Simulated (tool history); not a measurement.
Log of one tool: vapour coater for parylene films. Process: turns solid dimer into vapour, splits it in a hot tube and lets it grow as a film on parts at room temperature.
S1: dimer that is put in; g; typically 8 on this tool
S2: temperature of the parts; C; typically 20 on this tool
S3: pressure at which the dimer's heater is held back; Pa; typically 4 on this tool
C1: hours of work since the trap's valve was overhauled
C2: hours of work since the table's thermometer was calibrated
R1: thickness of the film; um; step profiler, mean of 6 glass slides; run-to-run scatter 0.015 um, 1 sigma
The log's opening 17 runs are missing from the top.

run,day,S1,S2,S3,C1,C2,R1
# day 17.5: trap's valve overhauled
18,17.5,8,22,4,0,35,4.27
19,18.379,8,20,5.2,11,46,4.22
20,19.258,8,17,4,22,57,4.75
21,19.888,8,17,4,31,65,4.76
# day 20.025: table's thermometer calibrated, once more
22,21.004,4,18,4.59,44,13,2.24
23,22.125,11,20,4,59,27,6.12
24,23.162,11,20,4,72,40,6.07
25,24.292,10,20,4,86,55,5.49
26,24.875,7,17,4.55,94,62,3.98
27,25.917,8,19,4,107,75,4.49
28,26.892,10,13,4.2,120,88,6.27
29,28.054,4,13,3.95,135,103,2.51
30,28.754,3,15,3.73,143,112,1.85
31,30.158,8,14,3.35,161,130,5.13
32,31.142,8,14,3.35,174,142,5.13
33,31.775,6,24,6.62,182,150,2.69
34,32.717,4,27,8.69,194,162,1.58
35,34.004,4,27,8.69,211,179,1.58

Forecast each of these 5 alternatives for the next run:
A,35.242,5,21,3.82,227,195,?
B,35.242,6,16,2.44,227,195,?
C,35.242,8,27,9.43,227,195,?
D,35.242,7,16,8.69,227,195,?
E,35.242,8,23,4.1,227,195,?

run,R1
A,2.7
B,3.98
C,3.08
D,3.42
E,4.09
With no hidden state in the tool, these same runs would have given:
run,R1
A,2.78
B,4.09
C,3.18
D,3.52
E,4.21

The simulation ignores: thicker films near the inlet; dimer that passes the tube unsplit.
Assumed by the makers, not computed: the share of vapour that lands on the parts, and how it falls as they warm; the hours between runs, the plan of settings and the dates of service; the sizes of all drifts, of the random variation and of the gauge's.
